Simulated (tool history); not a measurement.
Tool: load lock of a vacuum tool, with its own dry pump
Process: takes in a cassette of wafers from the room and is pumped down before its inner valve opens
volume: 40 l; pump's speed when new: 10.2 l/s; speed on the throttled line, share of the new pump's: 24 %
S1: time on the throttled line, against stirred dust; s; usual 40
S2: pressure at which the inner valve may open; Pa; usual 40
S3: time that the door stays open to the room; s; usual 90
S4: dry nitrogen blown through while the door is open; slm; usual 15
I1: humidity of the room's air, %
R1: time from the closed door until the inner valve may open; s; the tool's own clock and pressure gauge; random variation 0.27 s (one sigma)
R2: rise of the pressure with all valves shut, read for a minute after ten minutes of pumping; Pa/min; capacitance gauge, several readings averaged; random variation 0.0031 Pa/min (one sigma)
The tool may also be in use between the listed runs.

run 1 hour=0.0 | S1=40 S2=40 S3=90 S4=15 | I1=41.3 | R1=60.9 R2=0.089
run 2 hour=65.6 | S1=40 S2=40 S3=90 S4=19 | I1=46.2 | R1=60.8 R2=0.087
run 3 hour=171.8 | S1=40 S2=40 S3=90 S4=6 | I1=46.7 | R1=61.5 R2=0.113
run 4 hour=281.0 | S1=40 S2=40 S3=90 S4=6 | I1=45.7 | R1=60.9 R2=0.112
run 5 hour=368.9 | S1=40 S2=40 S3=90 S4=6 | I1=47.1 | R1=60.7 R2=0.119
run 6 hour=473.0 | S1=40 S2=40 S3=90 S4=6 | I1=41.8 | R1=60.7 R2=0.107
run 7 hour=554.2 | S1=40 S2=40 S3=90 S4=12 | I1=46.4 | R1=60.7 R2=0.108
run 8 hour=649.6 | S1=40 S2=40 S3=90 S4=12 | I1=46.0 | R1=61.4 R2=0.105
run 9 hour=710.1 | S1=40 S2=40 S3=90 S4=12 | I1=45.0 | R1=60.5 R2=0.107
run 10 hour=766.1 | S1=40 S2=40 S3=90 S4=15 | I1=44.3 | R1=61.5 R2=0.101
run 11 hour=830.2 | S1=40 S2=40 S3=90 S4=15 | I1=47.3 | R1=60.9 R2=0.102
run 12 hour=920.8 | S1=22 S2=30 S3=34 S4=14 | I1=47.3 | R1=48.7 R2=0.079
run 13 hour=997.6 | S1=53 S2=40 S3=90 S4=23 | I1=43.5 | R1=70.5 R2=0.089
run 14 hour=1049.1 | S1=33 S2=34 S3=39 S4=43 | I1=48.1 | R1=56.2 R2=0.066
run 15 hour=1148.5 | S1=22 S2=40 S3=31 S4=15 | I1=45.0 | R1=47.4 R2=0.077
run 16 hour=1195.0 | S1=22 S2=40 S3=31 S4=15 | I1=44.8 | R1=47.5 R2=0.078
run 17 hour=1280.5 | S1=22 S2=40 S3=25 S4=15 | I1=44.7 | R1=47.1 R2=0.076
run 18 hour=1372.6 | S1=25 S2=40 S3=25 S4=29 | I1=40.6 | R1=49.5 R2=0.060
run 19 hour=1467.7 | S1=45 S2=40 S3=138 S4=38 | I1=43.0 | R1=65.2 R2=0.090
run 20 hour=1527.6 | S1=45 S2=40 S3=138 S4=38 | I1=43.8 | R1=64.5 R2=0.097
run 21 hour=1627.7 | S1=45 S2=40 S3=138 S4=38 | I1=45.9 | R1=65.0 R2=0.100
run 22 hour=1703.6 | S1=30 S2=40 S3=42 S4=15 | I1=44.8 | R1=54.2 R2=0.085

Hidden state or all else? Some run-to-run changes of R2, split into what the settings, what came in and random variation would give without the hidden state, and what is left for the hidden state (with any gauge scatter that isn't in both results):
The hidden state here: pump's speed, % of a new pump's; leak at the door's seal, Pa l/s; drift of the gauge itself on ready_s, %; drift of the gauge itself on rise_pa_min, %.
Run 2 -> 3: S4 19 -> 6. R2 +0.026 Pa/min: hidden state +0.002, all else +0.024.
Run 11 -> 12: S1 40 -> 22, S2 40 -> 30, S3 90 -> 34, S4 15 -> 14. R2 -0.023 Pa/min: hidden state +0.002, all else -0.025.
Run 18 -> 19: S1 25 -> 45, S3 25 -> 138, S4 29 -> 38. R2 +0.030 Pa/min: hidden state +0.001, all else +0.029.
